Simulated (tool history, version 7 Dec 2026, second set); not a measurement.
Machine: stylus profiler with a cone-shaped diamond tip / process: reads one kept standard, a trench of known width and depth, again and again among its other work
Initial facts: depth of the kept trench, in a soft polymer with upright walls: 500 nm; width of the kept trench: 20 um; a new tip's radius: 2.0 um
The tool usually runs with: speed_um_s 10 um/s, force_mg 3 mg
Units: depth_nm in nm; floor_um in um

Run 1, day 0: usual settings. Result: depth_nm 501.87 nm, floor_um 16.88 um.
Run 2, day 1.2: usual settings. Result: depth_nm 501.6 nm, floor_um 16.87 um.
Run 3, day 2.45: usual settings. Result: depth_nm 501.9 nm, floor_um 16.89 um.
Run 4, day 4.746: usual settings but force_mg 2.68 mg. Result: depth_nm 501.37 nm, floor_um 16.89 um.
Run 5, day 6.688: usual settings but force_mg 2.68 mg. Result: depth_nm 501.05 nm, floor_um 16.84 um.
Run 6, day 7.929: usual settings but force_mg 2.68 mg. Result: depth_nm 501.13 nm, floor_um 16.81 um.
Run 7, day 10.525: usual settings. Result: depth_nm 501.38 nm, floor_um 16.84 um.
At day 10.721: height scale calibrated on a step standard.
Run 8, day 12.562: usual settings but force_mg 5.78 mg. Result: depth_nm 501.55 nm, floor_um 16.86 um.

Run 9 has not been measured yet. What should we expect?
Run 9, day 13.838: usual settings but force_mg 5.78 mg. Result: depth_nm ?, floor_um ?.

{"run 9": {"depth_nm": 501.57, "floor_um": 16.79}}
If the tool had no hidden condition, the same run with the same run-to-run variation would have returned depth_nm 505.96 nm, floor_um 17.3 um.
